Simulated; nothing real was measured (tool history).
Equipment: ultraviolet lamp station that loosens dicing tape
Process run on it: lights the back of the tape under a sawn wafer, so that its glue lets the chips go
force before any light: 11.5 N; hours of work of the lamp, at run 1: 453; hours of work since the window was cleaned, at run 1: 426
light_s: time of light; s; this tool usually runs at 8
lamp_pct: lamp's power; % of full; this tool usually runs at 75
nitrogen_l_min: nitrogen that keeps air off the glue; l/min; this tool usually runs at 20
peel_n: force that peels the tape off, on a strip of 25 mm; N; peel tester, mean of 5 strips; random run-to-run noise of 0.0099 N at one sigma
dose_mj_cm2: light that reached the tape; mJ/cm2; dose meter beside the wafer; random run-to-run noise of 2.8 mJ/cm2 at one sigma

run   hour  light_s  lamp_pct  nitrogen_l_min  hours of work of the lamp  hours of work since the window was cleaned  peel_n  dose_mj_cm2
  1    0.0        8        75              20                        453                                         426   0.715          316
  2   23.6        8        75              20                        470                                         444   0.738          310
  3   36.8        8        75              20                        480                                         453   0.726          309
  4   49.2        8        75              20                        489                                         462   0.719          308
  5   65.3        8        75              20                        500                                         474   0.766          310
  6   85.2        8        75              20                        515                                         488   0.774          303
  7   99.8        8        68              20                        525                                         499   0.978          278
  8  115.6        8        68              20                        537                                         510   0.962          272
  9  128.1        8        68              20                        546                                         519   0.994          273
 10  138.3        8        68              20                        553                                         527   1.027          272
 11  153.7        8        75              20                        564                                         538   0.790          294
 12  164.7        8        78              20                        572                                         546   0.749          312
 13  185.6        8        78              20                        587                                         561   0.759          308
 14  200.1        8        78              20                        598                                         571   0.785          309
 15  219.4        8        78              20                        612                                         585   0.786          307
 16  235.9        8        78              20                        624                                         597   0.798          302
 17  247.9        8        75              20                        632                                         606   0.875          288
 18  269.1        8        75              10                        648                                         621   1.633          287
     284.6  -- window cleaned of glue's vapour
 19  289.5        8        75              10                        662                                           4   1.438          301
 20  308.9        8        75              20                        676                                          18   0.770          299
 21  319.0        8        75              20                        684                                          25   0.817          302
 22  339.8        8        75              20                        699                                          40   0.804          302
 23  354.3        5        69              30                        709                                          50   1.933          173
 24  375.2       11        95              20                        724                                          66   0.225          509
 25  396.0       11        95              20                        739                                          81   0.226          504
 26  419.1        7       100              32                        756                                          97   0.400          335
 27  435.2        6        87              31                        768                                         109   0.882          252
 28  452.1        6        87              31                        780                                         121   0.865          249
 29  473.2        4        79              36                        795                                         137   2.151          149
 30  495.1        9        75              38                        811                                         152   0.399          319
 31  511.6        9        75              38                        823                                         164   0.417          311
 32  533.8       12        92              37                        839                                         180   0.163          508
 33  547.2       10        75               9                        849                                         190   1.235          348
 34  569.8        9        87              20                        865                                         207   0.536          360
 35  588.0        9        87              20                        878                                         220   0.525          354
 36  604.0        4        75              11                        890                                         231   4.354          133
 37  615.0        4        75              11                        898                                         239   4.356          132
 38  638.3        4        67               6                        915                                         256   5.886          119
 39  650.4        7        90              20                        924                                         265   0.956          275
 40  672.3        8        70              20                        939                                         281   1.311          247
 41  690.4        8        61              20                        953                                         294   1.669          211
 42  702.4        8        61              20                        961                                         303   1.674          211
 43  714.6       13        62              13                        970                                         311   0.861          352

Below are 5 alternative next runs, each starting from the tool's condition after run 43. Predict each:
  A  737.3       10        75              34                        987                                         328       ?            ?
  B  737.3        8        71              17                        987                                         328       ?            ?
  C  737.3        5        81              39                        987                                         328       ?            ?
  D  737.3       13        92              13                        987                                         328       ?            ?
  E  737.3       11        99              31                        987                                         328       ?            ?

run  peel_n  dose_mj_cm2
  A   0.458          318
  B   1.401          240
  C   1.571          174
  D   0.336          517
  E   0.190          461
What these runs would have given with no unlogged condition in the tool:
run  peel_n  dose_mj_cm2
  A   0.183          483
  B   0.543          364
  C   0.633          263
  D   0.156          782
  E   0.125          699
